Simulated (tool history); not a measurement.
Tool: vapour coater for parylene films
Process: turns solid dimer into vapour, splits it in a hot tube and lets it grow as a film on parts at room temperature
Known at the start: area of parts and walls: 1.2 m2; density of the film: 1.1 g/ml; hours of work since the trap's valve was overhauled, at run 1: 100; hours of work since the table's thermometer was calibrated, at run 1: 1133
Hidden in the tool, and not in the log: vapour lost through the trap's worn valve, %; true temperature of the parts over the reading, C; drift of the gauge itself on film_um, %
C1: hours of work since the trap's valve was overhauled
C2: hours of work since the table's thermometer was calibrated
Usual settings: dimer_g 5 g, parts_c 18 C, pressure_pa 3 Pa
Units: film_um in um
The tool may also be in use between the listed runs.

run 1 hour=0 | dimer_g=5 parts_c=18 pressure_pa=3 | C1=100 C2=1133 | film_um=3.33
run 2 hour=74.9 | dimer_g=5 parts_c=18 pressure_pa=3 | C1=166 C2=1199 | film_um=3.38
run 3 hour=117.2 | dimer_g=5 parts_c=18 pressure_pa=3 | C1=203 C2=1236 | film_um=3.36
run 4 hour=169.5 | dimer_g=5 parts_c=18 pressure_pa=3 | C1=248 C2=1281 | film_um=3.32
run 5 hour=228.2 | dimer_g=5 parts_c=24 pressure_pa=3 | C1=299 C2=1333 | film_um=2.75
run 6 hour=314.1 | dimer_g=5 parts_c=24 pressure_pa=3 | C1=374 C2=1407 | film_um=2.75
run 7 hour=394.3 | dimer_g=5 parts_c=24 pressure_pa=3 | C1=444 C2=1477 | film_um=2.79
run 8 hour=477 | dimer_g=3 parts_c=18 pressure_pa=3 | C1=517 C2=1550 | film_um=1.99
-- hour=482.3 table's thermometer calibrated
-- hour=510.6 trap's valve overhauled
run 9 hour=539.3 | dimer_g=3 parts_c=18 pressure_pa=3 | C1=25 C2=46 | film_um=2.02
run 10 hour=603.1 | dimer_g=3 parts_c=21 pressure_pa=2.46 | C1=81 C2=102 | film_um=1.94
run 11 hour=646.4 | dimer_g=5 parts_c=28 pressure_pa=3.96 | C1=118 C2=140 | film_um=2.33

Run 12 comes next. What will it give?
run 12 hour=722.5 | dimer_g=4 parts_c=17 pressure_pa=4.81 | C1=185 C2=206 | film_um=?

{"run 12": {"film_um": 2.49}}
Without the tool's hidden state the same run would have given film_um 2.5 um.

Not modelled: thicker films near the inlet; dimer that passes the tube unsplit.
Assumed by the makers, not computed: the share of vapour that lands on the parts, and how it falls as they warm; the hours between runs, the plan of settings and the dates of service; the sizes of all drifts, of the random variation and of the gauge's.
